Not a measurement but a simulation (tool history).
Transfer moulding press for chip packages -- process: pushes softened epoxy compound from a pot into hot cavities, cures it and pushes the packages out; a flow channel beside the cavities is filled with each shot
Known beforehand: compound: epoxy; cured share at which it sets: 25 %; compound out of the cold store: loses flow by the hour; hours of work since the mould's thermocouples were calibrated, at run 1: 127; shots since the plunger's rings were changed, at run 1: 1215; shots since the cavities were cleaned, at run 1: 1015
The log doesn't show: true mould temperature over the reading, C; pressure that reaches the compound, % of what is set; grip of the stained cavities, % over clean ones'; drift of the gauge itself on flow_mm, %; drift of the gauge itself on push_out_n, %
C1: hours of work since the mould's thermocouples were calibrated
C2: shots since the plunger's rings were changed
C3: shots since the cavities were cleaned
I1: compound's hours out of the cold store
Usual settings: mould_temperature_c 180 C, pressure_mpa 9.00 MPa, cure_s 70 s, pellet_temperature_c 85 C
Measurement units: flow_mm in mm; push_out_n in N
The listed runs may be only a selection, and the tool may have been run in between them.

run 1 hour=0.0 | mould_temperature_c=180 pressure_mpa=9.00 cure_s=70 pellet_temperature_c=85 | C1=127 C2=1215 C3=1015 | I1=14.7 | flow_mm=787 push_out_n=1039
-- hour=8.4 cavities cleaned with cleaning compound and waxed
run 2 hour=8.4 | mould_temperature_c=180 pressure_mpa=9.00 cure_s=70 pellet_temperature_c=85 | C1=132 C2=1351 C3=0 | I1=40.7 | flow_mm=637 push_out_n=535
run 3 hour=14.0 | mould_temperature_c=180 pressure_mpa=9.00 cure_s=70 pellet_temperature_c=85 | C1=136 C2=1461 C3=110 | I1=27.9 | flow_mm=718 push_out_n=609
run 4 hour=17.8 | mould_temperature_c=180 pressure_mpa=9.00 cure_s=70 pellet_temperature_c=85 | C1=139 C2=1536 C3=185 | I1=34.9 | flow_mm=689 push_out_n=636
run 5 hour=24.7 | mould_temperature_c=180 pressure_mpa=9.00 cure_s=70 pellet_temperature_c=85 | C1=144 C2=1673 C3=322 | I1=11.8 | flow_mm=810 push_out_n=786
run 6 hour=31.9 | mould_temperature_c=180 pressure_mpa=9.00 cure_s=53 pellet_temperature_c=85 | C1=150 C2=1816 C3=465 | I1=47.4 | flow_mm=607 push_out_n=1569
run 7 hour=39.2 | mould_temperature_c=180 pressure_mpa=9.00 cure_s=53 pellet_temperature_c=85 | C1=156 C2=1960 C3=609 | I1=25.0 | flow_mm=718 push_out_n=1796
run 8 hour=47.4 | mould_temperature_c=180 pressure_mpa=9.00 cure_s=53 pellet_temperature_c=85 | C1=162 C2=2121 C3=770 | I1=37.4 | flow_mm=658 push_out_n=1830
run 9 hour=52.1 | mould_temperature_c=180 pressure_mpa=9.00 cure_s=53 pellet_temperature_c=85 | C1=165 C2=2213 C3=862 | I1=18.3 | flow_mm=751 push_out_n=2051
run 10 hour=58.9 | mould_temperature_c=180 pressure_mpa=9.00 cure_s=79 pellet_temperature_c=85 | C1=171 C2=2349 C3=998 | I1=12.2 | flow_mm=799 push_out_n=797
-- hour=68.2 cavities cleaned with cleaning compound and waxed
run 11 hour=68.2 | mould_temperature_c=180 pressure_mpa=9.00 cure_s=79 pellet_temperature_c=85 | C1=177 C2=2501 C3=0 | I1=36.9 | flow_mm=653 push_out_n=426
run 12 hour=73.6 | mould_temperature_c=180 pressure_mpa=9.00 cure_s=79 pellet_temperature_c=85 | C1=181 C2=2608 C3=107 | I1=35.3 | flow_mm=656 push_out_n=475
run 13 hour=78.4 | mould_temperature_c=180 pressure_mpa=9.00 cure_s=79 pellet_temperature_c=85 | C1=184 C2=2703 C3=202 | I1=40.2 | flow_mm=627 push_out_n=505
run 14 hour=85.0 | mould_temperature_c=180 pressure_mpa=9.00 cure_s=93 pellet_temperature_c=85 | C1=189 C2=2834 C3=333 | I1=11.1 | flow_mm=803 push_out_n=501
run 15 hour=91.0 | mould_temperature_c=180 pressure_mpa=9.00 cure_s=93 pellet_temperature_c=85 | C1=194 C2=2952 C3=451 | I1=30.4 | flow_mm=683 push_out_n=505
run 16 hour=98.4 | mould_temperature_c=184 pressure_mpa=7.87 cure_s=93 pellet_temperature_c=85 | C1=200 C2=3098 C3=597 | I1=23.2 | flow_mm=671 push_out_n=529
run 17 hour=105.0 | mould_temperature_c=184 pressure_mpa=7.87 cure_s=93 pellet_temperature_c=85 | C1=205 C2=3228 C3=727 | I1=25.3 | flow_mm=655 push_out_n=565
run 18 hour=112.5 | mould_temperature_c=175 pressure_mpa=7.59 cure_s=70 pellet_temperature_c=85 | C1=211 C2=3376 C3=875 | I1=43.6 | flow_mm=571 push_out_n=1208
run 19 hour=121.0 | mould_temperature_c=179 pressure_mpa=10.36 cure_s=98 pellet_temperature_c=85 | C1=217 C2=3545 C3=1044 | I1=29.0 | flow_mm=728 push_out_n=626
-- hour=127.9 cavities cleaned with cleaning compound and waxed
run 20 hour=129.8 | mould_temperature_c=180 pressure_mpa=7.74 cure_s=69 pellet_temperature_c=85 | C1=223 C2=3688 C3=38 | I1=19.0 | flow_mm=687 push_out_n=624
run 21 hour=137.0 | mould_temperature_c=176 pressure_mpa=9.00 cure_s=72 pellet_temperature_c=91 | C1=228 C2=3830 C3=180 | I1=44.5 | flow_mm=602 push_out_n=749
run 22 hour=144.4 | mould_temperature_c=176 pressure_mpa=9.00 cure_s=72 pellet_temperature_c=91 | C1=234 C2=3976 C3=326 | I1=31.9 | flow_mm=666 push_out_n=852
run 23 hour=151.6 | mould_temperature_c=176 pressure_mpa=9.00 cure_s=72 pellet_temperature_c=91 | C1=239 C2=4119 C3=469 | I1=18.6 | flow_mm=735 push_out_n=966
run 24 hour=156.1 | mould_temperature_c=183 pressure_mpa=9.00 cure_s=72 pellet_temperature_c=78 | C1=243 C2=4208 C3=558 | I1=23.9 | flow_mm=687 push_out_n=692
run 25 hour=160.5 | mould_temperature_c=180 pressure_mpa=9.00 cure_s=86 pellet_temperature_c=85 | C1=246 C2=4295 C3=645 | I1=24.9 | flow_mm=701 push_out_n=614
run 26 hour=169.3 | mould_temperature_c=180 pressure_mpa=9.00 cure_s=86 pellet_temperature_c=85 | C1=253 C2=4468 C3=818 | I1=13.4 | flow_mm=758 push_out_n=640
run 27 hour=174.1 | mould_temperature_c=180 pressure_mpa=9.00 cure_s=86 pellet_temperature_c=85 | C1=257 C2=4563 C3=913 | I1=45.3 | flow_mm=577 push_out_n=633
-- hour=183.7 plunger's sealing rings changed
run 28 hour=183.9 | mould_temperature_c=179 pressure_mpa=9.00 cure_s=92 pellet_temperature_c=85 | C1=262 C2=2 C3=1056 | I1=25.1 | flow_mm=754 push_out_n=647

Alternative continuations, all from the tool just after run 28; predict every row:
-- hour=190.7 cavities cleaned with cleaning compound and waxed
run A hour=194.4 | mould_temperature_c=187 pressure_mpa=10.57 cure_s=92 pellet_temperature_c=85 | C1=269 C2=181 C3=74 | I1=43.0 | flow_mm=? push_out_n=?
-- hour=190.7 cavities cleaned with cleaning compound and waxed
run B hour=194.4 | mould_temperature_c=179 pressure_mpa=9.00 cure_s=105 pellet_temperature_c=82 | C1=269 C2=181 C3=74 | I1=18.0 | flow_mm=? push_out_n=?
-- hour=190.7 cavities cleaned with cleaning compound and waxed
run C hour=194.4 | mould_temperature_c=187 pressure_mpa=7.26 cure_s=92 pellet_temperature_c=85 | C1=269 C2=181 C3=74 | I1=26.1 | flow_mm=? push_out_n=?

run=A flow_mm=707 push_out_n=377
run=B flow_mm=790 push_out_n=373
run=C flow_mm=659 push_out_n=368
With no hidden state in the tool, these same runs would have given:
run=A flow_mm=710 push_out_n=341
run=B flow_mm=794 push_out_n=338
run=C flow_mm=663 push_out_n=333

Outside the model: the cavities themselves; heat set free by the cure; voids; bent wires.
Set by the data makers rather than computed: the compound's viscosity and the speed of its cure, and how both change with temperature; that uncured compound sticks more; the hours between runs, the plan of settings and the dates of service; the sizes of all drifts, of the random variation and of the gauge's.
